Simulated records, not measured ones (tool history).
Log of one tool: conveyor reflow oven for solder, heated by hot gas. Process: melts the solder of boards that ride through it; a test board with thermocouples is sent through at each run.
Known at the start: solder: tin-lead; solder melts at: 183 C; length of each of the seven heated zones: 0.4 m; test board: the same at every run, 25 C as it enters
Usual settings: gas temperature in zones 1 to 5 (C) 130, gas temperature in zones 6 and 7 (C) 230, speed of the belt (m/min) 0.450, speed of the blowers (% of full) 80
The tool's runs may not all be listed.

run     day  gas temperature in zones 1 to 5 (C)  gas temperature in zones 6 and 7 (C)  speed of the belt (m/min)  speed of the blowers (% of full)  highest temperature of the board (C)  time above the solder's melting point (s)
  1   0.000                                  130                                   230                      0.450                                80                                 214.0                                       74.4
  2   0.379                                  130                                   230                      0.450                                80                                 213.8                                       74.1
  3   1.075                                  130                                   230                      0.370                                80                                 219.0                                       99.0
  4   1.721                                  130                                   230                      0.370                                80                                 219.1                                       99.4
  5   2.579                                  130                                   230                      0.370                                80                                 218.9                                       99.0
  6   3.058                                  130                                   230                      0.370                                80                                 218.5                                       99.0
      3.383  -- thermocouples of zones 6 and 7 changed
  7   3.567                                  130                                   230                      0.370                                80                                 221.1                                      101.4
  8   4.250                                  130                                   230                      0.370                                80                                 221.0                                      101.3
  9   5.058                                  130                                   230                      0.370                                80                                 220.8                                      101.3
 10   5.900                                  130                                   230                      0.450                                80                                 215.8                                       75.9
 11   6.412                                  130                                   230                      0.450                                80                                 215.7                                       76.2
 12   7.192                                  130                                   230                      0.450                                80                                 215.9                                       75.7
 13   7.900                                  130                                   230                      0.450                                80                                 215.7                                       75.9
 14   8.283                                  130                                   230                      0.450                                80                                 215.3                                       76.0
 15   9.033                                  130                                   230                      0.450                                80                                 215.5                                       75.5
 16   9.779                                  130                                   230                      0.401                                78                                 218.2                                       89.5
     10.592  -- flux residue cleaned out of gas plates and filters
 17  10.717                                  130                                   230                      0.401                                78                                 218.9                                       91.3
 18  11.488                                  130                                   240                      0.367                                69                                 228.7                                      109.7
 19  12.275                                  121                                   240                      0.511                                69                                 216.3                                       62.7
 20  12.871                                  140                                   238                      0.476                                76                                 222.3                                       82.2
 21  13.700                                  140                                   243                      0.476                                76                                 226.8                                       85.5
 22  14.179                                  140                                   230                      0.476                                76                                 215.1                                       75.5
 23  14.908                                  140                                   230                      0.476                                76                                 215.0                                       75.9
 24  15.433                                  140                                   230                      0.476                                76                                 215.4                                       75.3
 25  16.008                                  140                                   230                      0.476                                76                                 214.9                                       75.6
 26  16.558                                  130                                   223                      0.450                                62                                 206.1                                       62.5
 27  17.425                                  130                                   223                      0.450                                62                                 206.0                                       62.6
 28  18.167                                  123                                   223                      0.450                                62                                 204.7                                       57.5
 29  18.821                                  123                                   223                      0.450                                62                                 204.5                                       57.5
 30  19.612                                  120                                   230                      0.377                                53                                 213.5                                       82.9

5 ways to go on from here, each from the tool as it stands after run 30. What would each give?
  A  20.442                                  125                                   239                      0.374                                53                                     ?                                          ?
  B  20.442                                  120                                   232                      0.377                                53                                     ?                                          ?
  C  20.442                                  122                                   230                      0.412                                52                                     ?                                          ?
  D  20.442                                  138                                   230                      0.377                                53                                     ?                                          ?
  E  20.442                                  125                                   230                      0.377                                85                                     ?                                          ?

run  highest temperature of the board (C)  time above the solder's melting point (s)
  A                                 222.4                                       97.6
  B                                 215.1                                       85.6
  C                                 210.0                                       70.9
  D                                 216.0                                       96.0
  E                                 220.3                                       97.5
Without the tool's hidden state the same runs would have given:
run  highest temperature of the board (C)  time above the solder's melting point (s)
  A                                 223.0                                       97.1
  B                                 215.7                                       85.4
  C                                 210.7                                       70.9
  D                                 216.6                                       95.6
  E                                 221.1                                       97.2
